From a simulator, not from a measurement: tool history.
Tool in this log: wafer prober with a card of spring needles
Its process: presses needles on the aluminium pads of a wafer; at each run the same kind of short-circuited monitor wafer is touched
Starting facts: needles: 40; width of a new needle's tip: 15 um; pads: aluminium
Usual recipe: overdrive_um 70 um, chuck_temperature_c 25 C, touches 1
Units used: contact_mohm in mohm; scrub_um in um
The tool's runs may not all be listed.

Run 1, hour 0: usual settings. Result: contact_mohm 215 mohm, scrub_um 12.47 um.
Run 2, hour 7.9: usual settings. Result: contact_mohm 210 mohm, scrub_um 12.46 um.
Run 3, hour 23.3: usual settings but touches 2. Result: contact_mohm 197 mohm, scrub_um 12.44 um.
Run 4, hour 36.8: usual settings. Result: contact_mohm 218 mohm, scrub_um 12.44 um.
Run 5, hour 47.3: usual settings. Result: contact_mohm 201 mohm, scrub_um 12.42 um.
Run 6, hour 59: usual settings. Result: contact_mohm 202 mohm, scrub_um 12.42 um.
Run 7, hour 71.7: usual settings. Result: contact_mohm 199 mohm, scrub_um 12.39 um.
Run 8, hour 90.3: usual settings. Result: contact_mohm 215 mohm, scrub_um 12.38 um.
Run 9, hour 102.6: usual settings. Result: contact_mohm 212 mohm, scrub_um 12.38 um.
Run 10, hour 118.2: usual settings but overdrive_um 88 um. Result: contact_mohm 203 mohm, scrub_um 15.6 um.
Run 11, hour 135.2: usual settings but overdrive_um 88 um. Result: contact_mohm 186 mohm, scrub_um 15.57 um.
Run 12, hour 152.6: usual settings but overdrive_um 88 um, chuck_temperature_c 29 C. Result: contact_mohm 196 mohm, scrub_um 15.41 um.
Run 13, hour 169: usual settings but overdrive_um 88 um, chuck_temperature_c 29 C. Result: contact_mohm 206 mohm, scrub_um 15.41 um.
Run 14, hour 181.2: usual settings. Result: contact_mohm 215 mohm, scrub_um 12.14 um.
Run 15, hour 199.6: usual settings. Result: contact_mohm 184 mohm, scrub_um 12.12 um.
Run 16, hour 217: usual settings. Result: contact_mohm 204 mohm, scrub_um 12.1 um.
Run 17, hour 234.5: usual settings but overdrive_um 61 um, chuck_temperature_c 80 C, touches 2. Result: contact_mohm 214 mohm, scrub_um 10.94 um.
Run 18, hour 242.3: usual settings but overdrive_um 61 um, chuck_temperature_c 77 C, touches 2. Result: contact_mohm 203 mohm, scrub_um 10.93 um.
Run 19, hour 258.3: usual settings but overdrive_um 61 um, chuck_temperature_c 77 C, touches 2. Result: contact_mohm 210 mohm, scrub_um 10.94 um.
Run 20, hour 270.7: usual settings but overdrive_um 66 um, chuck_temperature_c 50 C. Result: contact_mohm 213 mohm, scrub_um 11.81 um.
Run 21, hour 289.5: usual settings but overdrive_um 89 um, chuck_temperature_c 66 C. Result: contact_mohm 211 mohm, scrub_um 15.91 um.
Run 22, hour 300.8: usual settings but overdrive_um 77 um, chuck_temperature_c 66 C. Result: contact_mohm 213 mohm, scrub_um 13.76 um.
Run 23, hour 311: usual settings but overdrive_um 77 um, chuck_temperature_c 66 C. Result: contact_mohm 211 mohm, scrub_um 13.76 um.
Run 24, hour 318.9: usual settings but overdrive_um 77 um, chuck_temperature_c 66 C. Result: contact_mohm 191 mohm, scrub_um 13.73 um.
Run 25, hour 326.6: usual settings but overdrive_um 60 um, chuck_temperature_c 95 C. Result: contact_mohm 238 mohm, scrub_um 10.68 um.
Run 26, hour 342.2: usual settings but overdrive_um 75 um, chuck_temperature_c 105 C, touches 3. Result: contact_mohm 204 mohm, scrub_um 13.34 um.
Run 27, hour 349.8: usual settings but overdrive_um 75 um, chuck_temperature_c 105 C, touches 3. Result: contact_mohm 204 mohm, scrub_um 13.37 um.
Run 28, hour 361.4: usual settings but overdrive_um 80 um, chuck_temperature_c 33 C. Result: contact_mohm 196 mohm, scrub_um 14.22 um.
Run 29, hour 374.5: usual settings but chuck_temperature_c 55 C, touches 2. Result: contact_mohm 201 mohm, scrub_um 12.41 um.
Run 30, hour 387.1: usual settings but overdrive_um 88 um, chuck_temperature_c 55 C, touches 2. Result: contact_mohm 189 mohm, scrub_um 15.6 um.
Run 31, hour 403.3: usual settings but overdrive_um 88 um, chuck_temperature_c 55 C, touches 2. Result: contact_mohm 193 mohm, scrub_um 15.61 um.

Withheld: 33 entries from between the runs. Position of each, and hidden state at the listed run before versus the listed run after:
Between runs 1 and 2: tips cleaned on abrasive film (hour 2.6)
  debris on the tips, nm: 76.2 -> 58.3; way that the needles fall short of the set height, um: 0.44 -> 0.56; tips' diameter, um: 15.15 -> 15.2
  measured result minus the result with no hidden state, contact_mohm: +37 -> +30 mohm; scrub_um: -0.08 -> -0.11 um
Between runs 2 and 3: tips cleaned on abrasive film (hour 15.2)
  debris on the tips, nm: 58.3 -> 66.8; way that the needles fall short of the set height, um: 0.56 -> 0.68; tips' diameter, um: 15.2 -> 15.24
  measured result minus the result with no hidden state, contact_mohm: +30 -> +20 mohm; scrub_um: -0.11 -> -0.12 um
Between runs 3 and 4: tips cleaned on abrasive film (hour 27.9)
  debris on the tips, nm: 66.8 -> 74; way that the needles fall short of the set height, um: 0.68 -> 0.75; tips' diameter, um: 15.24 -> 15.26
  measured result minus the result with no hidden state, contact_mohm: +20 -> +38 mohm; scrub_um: -0.12 -> -0.14 um
Between runs 4 and 5: tips cleaned on abrasive film (hour 41.1)
  debris on the tips, nm: 74 -> 59.6; way that the needles fall short of the set height, um: 0.75 -> 0.85; tips' diameter, um: 15.26 -> 15.3
  measured result minus the result with no hidden state, contact_mohm: +38 -> +29 mohm; scrub_um: -0.14 -> -0.15 um
Between runs 5 and 6: tips cleaned on abrasive film (hour 54.6)
  debris on the tips, nm: 59.6 -> 45.6; way that the needles fall short of the set height, um: 0.85 -> 0.92; tips' diameter, um: 15.3 -> 15.32
  measured result minus the result with no hidden state, contact_mohm: +29 -> +23 mohm; scrub_um: -0.15 -> -0.17 um
Between runs 6 and 7: tips cleaned on abrasive film (hour 68.3)
  debris on the tips, nm: 45.6 -> 42.5; way that the needles fall short of the set height, um: 0.92 -> 1; tips' diameter, um: 15.32 -> 15.35
  measured result minus the result with no hidden state, contact_mohm: +23 -> +22 mohm; scrub_um: -0.17 -> -0.18 um
Between runs 7 and 8: tips cleaned on abrasive film (hour 81.9)
  debris on the tips, nm: 42.5 -> 69.9; way that the needles fall short of the set height, um: 1 -> 1.1; tips' diameter, um: 15.35 -> 15.39
  measured result minus the result with no hidden state, contact_mohm: +22 -> +36 mohm; scrub_um: -0.18 -> -0.2 um
Between runs 8 and 9: tips cleaned on abrasive film (hour 95.3)
  debris on the tips, nm: 69.9 -> 67.4; way that the needles fall short of the set height, um: 1.1 -> 1.19; tips' diameter, um: 15.39 -> 15.42
  measured result minus the result with no hidden state, contact_mohm: +36 -> +35 mohm; scrub_um: -0.2 -> -0.21 um
Between runs 9 and 10: tips cleaned on abrasive film (hour 108.7)
  debris on the tips, nm: 67.4 -> 74.2; way that the needles fall short of the set height, um: 1.19 -> 1.28; tips' diameter, um: 15.42 -> 15.45
  measured result minus the result with no hidden state, contact_mohm: +35 -> +27 mohm; scrub_um: -0.21 -> -0.23 um
Between runs 10 and 11: tips cleaned on abrasive film (hour 121); tips cleaned on abrasive film (hour 134.2)
  debris on the tips, nm: 74.2 -> 21.4; way that the needles fall short of the set height, um: 1.28 -> 1.45; tips' diameter, um: 15.45 -> 15.51
  measured result minus the result with no hidden state, contact_mohm: +27 -> +8 mohm; scrub_um: -0.23 -> -0.26 um
Between runs 11 and 12: height of the first contact set anew (hour 143.7); tips cleaned on abrasive film (hour 147.1)
  debris on the tips, nm: 21.4 -> 54; way that the needles fall short of the set height, um: 1.45 -> 2.19; tips' diameter, um: 15.51 -> 15.54
  measured result minus the result with no hidden state, contact_mohm: +8 -> +21 mohm; scrub_um: -0.26 -> -0.39 um
Between runs 12 and 13: tips cleaned on abrasive film (hour 160)
  debris on the tips, nm: 54 -> 72.9; way that the needles fall short of the set height, um: 2.19 -> 2.26; tips' diameter, um: 15.54 -> 15.57
  measured result minus the result with no hidden state, contact_mohm: +21 -> +28 mohm; scrub_um: -0.39 -> -0.41 um
Between runs 13 and 14: tips cleaned on abrasive film (hour 173)
  debris on the tips, nm: 72.9 -> 68.1; way that the needles fall short of the set height, um: 2.26 -> 2.37; tips' diameter, um: 15.57 -> 15.61
  measured result minus the result with no hidden state, contact_mohm: +28 -> +37 mohm; scrub_um: -0.41 -> -0.43 um
Between runs 14 and 15: tips cleaned on abrasive film (hour 186.2); tips cleaned on abrasive film (hour 199.5)
  debris on the tips, nm: 68.1 -> 11.2; way that the needles fall short of the set height, um: 2.37 -> 2.55; tips' diameter, um: 15.61 -> 15.67
  measured result minus the result with no hidden state, contact_mohm: +37 -> +7 mohm; scrub_um: -0.43 -> -0.45 um
Between runs 15 and 16: tips cleaned on abrasive film (hour 213.1)
  debris on the tips, nm: 11.2 -> 45.3; way that the needles fall short of the set height, um: 2.55 -> 2.66; tips' diameter, um: 15.67 -> 15.71
  measured result minus the result with no hidden state, contact_mohm: +7 -> +26 mohm; scrub_um: -0.45 -> -0.48 um
Between runs 16 and 17: height of the first contact set anew, once more (hour 226.7); tips cleaned on abrasive film (hour 226.8)
  debris on the tips, nm: 45.3 -> 68.2; way that the needles fall short of the set height, um: 2.66 -> 0.12; tips' diameter, um: 15.71 -> 15.75
  measured result minus the result with no hidden state, contact_mohm: +26 -> +24 mohm; scrub_um: -0.48 -> -0.02 um
Between runs 17 and 18: tips cleaned on abrasive film (hour 240.2)
  debris on the tips, nm: 68.2 -> 32.1; way that the needles fall short of the set height, um: 0.12 -> 0.19; tips' diameter, um: 15.75 -> 15.78
  measured result minus the result with no hidden state, contact_mohm: +24 -> +11 mohm; scrub_um: -0.02 -> -0.03 um
Between runs 18 and 19: tips cleaned on abrasive film (hour 253.4)
  debris on the tips, nm: 32.1 -> 55.8; way that the needles fall short of the set height, um: 0.19 -> 0.26; tips' diameter, um: 15.78 -> 15.8
  measured result minus the result with no hidden state, contact_mohm: +11 -> +20 mohm; scrub_um: -0.03 -> -0.05 um
Between runs 19 and 20: tips cleaned on abrasive film (hour 265.9)
  debris on the tips, nm: 55.8 -> 53.4; way that the needles fall short of the set height, um: 0.26 -> 0.33; tips' diameter, um: 15.8 -> 15.83
  measured result minus the result with no hidden state, contact_mohm: +20 -> +29 mohm; scrub_um: -0.05 -> -0.06 um
Between runs 20 and 21: tips cleaned on abrasive film (hour 278.7)
  debris on the tips, nm: 53.4 -> 77.2; way that the needles fall short of the set height, um: 0.33 -> 0.4; tips' diameter, um: 15.83 -> 15.85
  measured result minus the result with no hidden state, contact_mohm: +29 -> +27 mohm; scrub_um: -0.06 -> -0.07 um
Between runs 21 and 22: tips cleaned on abrasive film (hour 292.5)
  debris on the tips, nm: 77.2 -> 69.3; way that the needles fall short of the set height, um: 0.4 -> 0.47; tips' diameter, um: 15.85 -> 15.88
  measured result minus the result with no hidden state, contact_mohm: +27 -> +30 mohm; scrub_um: -0.07 -> -0.09 um
Between runs 22 and 23: tips cleaned on abrasive film (hour 305.7)
  debris on the tips, nm: 69.3 -> 55.4; way that the needles fall short of the set height, um: 0.47 -> 0.54; tips' diameter, um: 15.88 -> 15.9
  measured result minus the result with no hidden state, contact_mohm: +30 -> +24 mohm; scrub_um: -0.09 -> -0.1 um
Between runs 23 and 24: tips cleaned on abrasive film (hour 318.5)
  debris on the tips, nm: 55.4 -> 9.8; way that the needles fall short of the set height, um: 0.54 -> 0.63; tips' diameter, um: 15.9 -> 15.93
  measured result minus the result with no hidden state, contact_mohm: +24 -> +5 mohm; scrub_um: -0.1 -> -0.11 um
Between runs 25 and 26: tips cleaned on abrasive film (hour 330.9)
  debris on the tips, nm: 67 -> 77.3; way that the needles fall short of the set height, um: 0.63 -> 0.72; tips' diameter, um: 15.93 -> 15.96
  measured result minus the result with no hidden state, contact_mohm: +41 -> +12 mohm; scrub_um: -0.11 -> -0.13 um
Between runs 26 and 27: tips cleaned on abrasive film (hour 343.8)
  debris on the tips, nm: 77.3 -> 63.2; way that the needles fall short of the set height, um: 0.72 -> 0.79; tips' diameter, um: 15.96 -> 15.99
  measured result minus the result with no hidden state, contact_mohm: +12 -> +10 mohm; scrub_um: -0.13 -> -0.14 um
Between runs 27 and 28: tips cleaned on abrasive film (hour 357.3)
  debris on the tips, nm: 63.2 -> 44; way that the needles fall short of the set height, um: 0.79 -> 0.89; tips' diameter, um: 15.99 -> 16.02
  measured result minus the result with no hidden state, contact_mohm: +10 -> +19 mohm; scrub_um: -0.14 -> -0.17 um
Between runs 28 and 29: tips cleaned on abrasive film (hour 370.3)
  debris on the tips, nm: 44 -> 45.8; way that the needles fall short of the set height, um: 0.89 -> 0.98; tips' diameter, um: 16.02 -> 16.06
  measured result minus the result with no hidden state, contact_mohm: +19 -> +15 mohm; scrub_um: -0.17 -> -0.17 um
Between runs 29 and 30: tips cleaned on abrasive film (hour 383.7)
  debris on the tips, nm: 45.8 -> 44.8; way that the needles fall short of the set height, um: 0.98 -> 1.06; tips' diameter, um: 16.06 -> 16.08
  measured result minus the result with no hidden state, contact_mohm: +15 -> +10 mohm; scrub_um: -0.17 -> -0.2 um
Between runs 30 and 31: tips cleaned on abrasive film (hour 396.8)
  debris on the tips, nm: 44.8 -> 64.3; way that the needles fall short of the set height, um: 1.06 -> 1.15; tips' diameter, um: 16.08 -> 16.12
  measured result minus the result with no hidden state, contact_mohm: +10 -> +14 mohm; scrub_um: -0.2 -> -0.21 um
